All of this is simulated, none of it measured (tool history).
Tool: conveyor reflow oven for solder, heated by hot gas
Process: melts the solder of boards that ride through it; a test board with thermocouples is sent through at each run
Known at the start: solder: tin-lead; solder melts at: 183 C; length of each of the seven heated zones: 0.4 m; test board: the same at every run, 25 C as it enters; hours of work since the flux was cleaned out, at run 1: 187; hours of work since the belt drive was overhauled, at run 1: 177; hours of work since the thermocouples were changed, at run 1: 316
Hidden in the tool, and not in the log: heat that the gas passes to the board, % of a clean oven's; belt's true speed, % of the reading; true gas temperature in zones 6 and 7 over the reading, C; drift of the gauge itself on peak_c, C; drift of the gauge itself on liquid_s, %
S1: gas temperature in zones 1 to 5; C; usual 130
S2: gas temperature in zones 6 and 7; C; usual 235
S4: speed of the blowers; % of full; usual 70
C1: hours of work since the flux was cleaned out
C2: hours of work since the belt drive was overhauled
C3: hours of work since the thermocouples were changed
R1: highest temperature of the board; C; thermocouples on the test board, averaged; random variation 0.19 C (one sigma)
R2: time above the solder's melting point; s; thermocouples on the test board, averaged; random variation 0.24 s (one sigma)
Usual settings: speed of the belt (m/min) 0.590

run 1 hour=0.0 | S1=130 S2=235 speed_of_the_belt_(m/min)=0.590 S4=70 | C1=187 C2=177 C3=316 | R1=211.0 R2=51.1
run 2 hour=9.4 | S1=130 S2=235 speed_of_the_belt_(m/min)=0.590 S4=70 | C1=192 C2=183 C3=321 | R1=211.0 R2=50.8
run 3 hour=19.3 | S1=130 S2=236 speed_of_the_belt_(m/min)=0.590 S4=70 | C1=199 C2=189 C3=327 | R1=212.0 R2=51.5
run 4 hour=33.3 | S1=130 S2=235 speed_of_the_belt_(m/min)=0.590 S4=70 | C1=207 C2=197 C3=336 | R1=210.5 R2=50.6
run 5 hour=46.4 | S1=130 S2=235 speed_of_the_belt_(m/min)=0.590 S4=70 | C1=215 C2=206 C3=344 | R1=211.0 R2=50.8
run 6 hour=56.0 | S1=130 S2=235 speed_of_the_belt_(m/min)=0.590 S4=70 | C1=221 C2=211 C3=350 | R1=210.5 R2=50.4
run 7 hour=69.6 | S1=130 S2=235 speed_of_the_belt_(m/min)=0.590 S4=70 | C1=230 C2=220 C3=358 | R1=210.6 R2=50.6
run 8 hour=85.2 | S1=130 S2=235 speed_of_the_belt_(m/min)=0.590 S4=70 | C1=239 C2=229 C3=368 | R1=210.6 R2=50.2
run 9 hour=97.4 | S1=130 S2=235 speed_of_the_belt_(m/min)=0.590 S4=70 | C1=247 C2=237 C3=375 | R1=210.4 R2=50.1
run 10 hour=104.8 | S1=130 S2=235 speed_of_the_belt_(m/min)=0.590 S4=70 | C1=251 C2=241 C3=380 | R1=210.5 R2=50.1
run 11 hour=116.9 | S1=130 S2=235 speed_of_the_belt_(m/min)=0.590 S4=70 | C1=259 C2=249 C3=388 | R1=210.1 R2=49.7
run 12 hour=126.8 | S1=130 S2=235 speed_of_the_belt_(m/min)=0.590 S4=70 | C1=265 C2=255 C3=394 | R1=210.2 R2=50.2
run 13 hour=135.4 | S1=130 S2=235 speed_of_the_belt_(m/min)=0.590 S4=70 | C1=270 C2=260 C3=399 | R1=210.5 R2=50.5
run 14 hour=148.9 | S1=133 S2=235 speed_of_the_belt_(m/min)=0.590 S4=70 | C1=278 C2=269 C3=407 | R1=211.0 R2=51.8
run 15 hour=157.8 | S1=130 S2=235 speed_of_the_belt_(m/min)=0.590 S4=88 | C1=284 C2=274 C3=413 | R1=213.5 R2=53.3
run 16 hour=172.2 | S1=116 S2=235 speed_of_the_belt_(m/min)=0.475 S4=88 | C1=293 C2=283 C3=422 | R1=219.0 R2=69.5
run 17 hour=185.4 | S1=130 S2=234 speed_of_the_belt_(m/min)=0.590 S4=69 | C1=301 C2=291 C3=430 | R1=208.8 R2=48.1
run 18 hour=198.5 | S1=130 S2=234 speed_of_the_belt_(m/min)=0.590 S4=69 | C1=309 C2=299 C3=438 | R1=208.9 R2=48.4
run 19 hour=208.1 | S1=130 S2=234 speed_of_the_belt_(m/min)=0.590 S4=69 | C1=315 C2=305 C3=444 | R1=208.4 R2=48.0
run 20 hour=222.7 | S1=130 S2=234 speed_of_the_belt_(m/min)=0.590 S4=69 | C1=324 C2=314 C3=453 | R1=208.9 R2=47.9
-- hour=231.2 flux residue cleaned out of gas plates and filters
run 21 hour=243.0 | S1=116 S2=237 speed_of_the_belt_(m/min)=0.521 S4=54 | C1=7 C2=323 C3=462 | R1=213.2 R2=56.0
run 22 hour=253.2 | S1=116 S2=237 speed_of_the_belt_(m/min)=0.521 S4=54 | C1=14 C2=330 C3=468 | R1=213.1 R2=55.5
run 23 hour=263.9 | S1=116 S2=237 speed_of_the_belt_(m/min)=0.521 S4=54 | C1=20 C2=336 C3=475 | R1=213.3 R2=55.9
run 24 hour=275.2 | S1=116 S2=237 speed_of_the_belt_(m/min)=0.521 S4=54 | C1=27 C2=343 C3=482 | R1=213.0 R2=55.7
run 25 hour=282.9 | S1=139 S2=231 speed_of_the_belt_(m/min)=0.590 S4=70 | C1=32 C2=348 C3=487 | R1=212.0 R2=56.0
run 26 hour=297.7 | S1=139 S2=250 speed_of_the_belt_(m/min)=0.590 S4=70 | C1=41 C2=357 C3=496 | R1=227.8 R2=68.4
run 27 hour=305.4 | S1=136 S2=235 speed_of_the_belt_(m/min)=0.619 S4=76 | C1=46 C2=362 C3=500 | R1=214.3 R2=53.2
run 28 hour=312.8 | S1=136 S2=234 speed_of_the_belt_(m/min)=0.619 S4=69 | C1=50 C2=366 C3=505 | R1=211.6 R2=51.3
run 29 hour=322.4 | S1=136 S2=234 speed_of_the_belt_(m/min)=0.619 S4=69 | C1=56 C2=372 C3=511 | R1=211.4 R2=51.0
run 30 hour=336.5 | S1=120 S2=223 speed_of_the_belt_(m/min)=0.638 S4=70 | C1=65 C2=381 C3=519 | R1=197.8 R2=28.8

4 ways to go on from here, each from the tool as it stands after run 30. What would each give?
run A hour=344.7 | S1=122 S2=235 speed_of_the_belt_(m/min)=0.590 S4=70 | C1=70 C2=386 C3=525 | R1=? R2=?
run B hour=344.7 | S1=133 S2=238 speed_of_the_belt_(m/min)=0.590 S4=56 | C1=70 C2=386 C3=525 | R1=? R2=?
run C hour=344.7 | S1=130 S2=235 speed_of_the_belt_(m/min)=0.527 S4=70 | C1=70 C2=386 C3=525 | R1=? R2=?
run D hour=344.7 | S1=130 S2=225 speed_of_the_belt_(m/min)=0.590 S4=58 | C1=70 C2=386 C3=525 | R1=? R2=?

run=A R1=211.5 R2=48.6
run=B R1=213.0 R2=53.5
run=C R1=217.1 R2=64.8
run=D R1=202.3 R2=40.5
Without the tool's hidden state the same runs would have given:
run=A R1=210.6 R2=47.7
run=B R1=212.0 R2=52.3
run=C R1=216.0 R2=63.6
run=D R1=201.2 R2=39.1
